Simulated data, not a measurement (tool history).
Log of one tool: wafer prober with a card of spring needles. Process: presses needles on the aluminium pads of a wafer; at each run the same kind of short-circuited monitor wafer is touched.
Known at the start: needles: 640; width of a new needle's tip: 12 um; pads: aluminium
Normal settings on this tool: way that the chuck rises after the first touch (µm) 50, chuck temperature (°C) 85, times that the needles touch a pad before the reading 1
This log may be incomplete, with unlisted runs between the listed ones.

| run | hour | way that the chuck rises after the first touch (µm) | chuck temperature (°C) | times that the needles touch a pad before the reading | resistance of one needle with its contact and lead (mohm) | way that a needle slides on the pad (µm) |
|---|---|---|---|---|---|---|
| 1 | 0.0 | 50 | 85 | 1 | 207 | 8.56 |
|  | 3.4 | tips cleaned on abrasive film |
| 2 | 9.9 | 50 | 85 | 1 | 207 | 8.46 |
|  | 10.8 | tips cleaned on abrasive film |
|  | 17.9 | tips cleaned on abrasive film |
| 3 | 23.6 | 41 | 85 | 1 | 215 | 6.98 |
|  | 25.8 | tips cleaned on abrasive film |
|  | 31.5 | height of the first contact set anew |
|  | 33.8 | tips cleaned on abrasive film |
| 4 | 38.8 | 50 | 85 | 1 | 213 | 8.53 |
|  | 41.5 | tips cleaned on abrasive film |
| 5 | 48.4 | 50 | 85 | 1 | 211 | 8.49 |
|  | 49.5 | tips cleaned on abrasive film |
| 6 | 56.5 | 50 | 85 | 1 | 211 | 8.52 |
|  | 57.6 | tips cleaned on abrasive film |
| 7 | 63.2 | 50 | 85 | 1 | 210 | 8.54 |
|  | 65.6 | tips cleaned on abrasive film |
|  | 73.7 | tips cleaned on abrasive film |
| 8 | 76.7 | 50 | 85 | 1 | 210 | 8.51 |
|  | 80.9 | tips cleaned on abrasive film |
|  | 89.1 | tips cleaned on abrasive film |
| 9 | 89.9 | 50 | 85 | 1 | 210 | 8.43 |
|  | 96.5 | tips cleaned on abrasive film |
| 10 | 99.6 | 50 | 85 | 1 | 212 | 8.49 |
|  | 103.7 | tips cleaned on abrasive film |
|  | 110.9 | tips cleaned on abrasive film |
| 11 | 113.0 | 50 | 85 | 1 | 212 | 8.46 |
|  | 118.7 | tips cleaned on abrasive film |
| 12 | 121.8 | 50 | 28 | 1 | 197 | 8.47 |
|  | 125.8 | tips cleaned on abrasive film |
|  | 133.7 | tips cleaned on abrasive film |
| 13 | 135.5 | 50 | 28 | 1 | 197 | 8.49 |
|  | 140.9 | tips cleaned on abrasive film |
| 14 | 145.9 | 54 | 85 | 1 | 210 | 9.09 |
|  | 148.7 | tips cleaned on abrasive film |
| 15 | 153.7 | 50 | 93 | 1 | 214 | 8.51 |
|  | 155.9 | tips cleaned on abrasive film |
| 16 | 162.2 | 50 | 42 | 1 | 203 | 8.50 |
|  | 163.4 | tips cleaned on abrasive film |
| 17 | 169.6 | 54 | 42 | 1 | 197 | 9.20 |
|  | 170.7 | tips cleaned on abrasive film |
|  | 178.3 | tips cleaned on abrasive film |
| 18 | 179.3 | 54 | 42 | 1 | 197 | 9.18 |
|  | 186.6 | tips cleaned on abrasive film |
| 19 | 191.2 | 40 | 42 | 2 | 203 | 6.71 |
|  | 194.0 | tips cleaned on abrasive film |
| 20 | 200.6 | 40 | 42 | 2 | 202 | 6.77 |
|  | 201.7 | tips cleaned on abrasive film |
| 21 | 206.7 | 50 | 94 | 2 | 211 | 8.40 |
|  | 208.9 | tips cleaned on abrasive film |
|  | 216.3 | tips cleaned on abrasive film |
| 22 | 220.2 | 55 | 54 | 1 | 201 | 9.35 |
|  | 224.3 | tips cleaned on abrasive film |
| 23 | 228.6 | 50 | 95 | 2 | 214 | 8.49 |
|  | 231.8 | tips cleaned on abrasive film |
| 24 | 234.7 | 45 | 95 | 1 | 213 | 7.63 |
|  | 238.9 | tips cleaned on abrasive film |
| 25 | 241.4 | 45 | 117 | 1 | 221 | 7.65 |
|  | 246.1 | tips cleaned on abrasive film |
|  | 253.4 | tips cleaned on abrasive film |
| 26 | 253.4 | 50 | 53 | 3 | 205 | 8.50 |
| 27 | 260.4 | 50 | 53 | 3 | 202 | 8.53 |
|  | 261.3 | tips cleaned on abrasive film |
|  | 269.1 | tips cleaned on abrasive film |
| 28 | 273.9 | 50 | 53 | 3 | 207 | 8.44 |

3 options for the next run, each taken on its own from the tool as it stands now. Forecast them:
|  | 276.3 | tips cleaned on abrasive film |
| A | 281.7 | 32 | 53 | 3 | ? | ? |
|  | 276.3 | tips cleaned on abrasive film |
| B | 281.7 | 50 | 32 | 2 | ? | ? |
|  | 276.3 | tips cleaned on abrasive film |
| C | 281.7 | 39 | 26 | 2 | ? | ? |

| run | resistance of one needle with its contact and lead (mohm) | way that a needle slides on the pad (µm) |
|---|---|---|
| A | 208 | 5.40 |
| B | 200 | 8.49 |
| C | 201 | 6.56 |
With no hidden state in the tool, these same runs would have given:
| run | resistance of one needle with its contact and lead (mohm) | way that a needle slides on the pad (µm) |
|---|---|---|
| A | 208 | 5.40 |
| B | 200 | 8.49 |
| C | 201 | 6.57 |
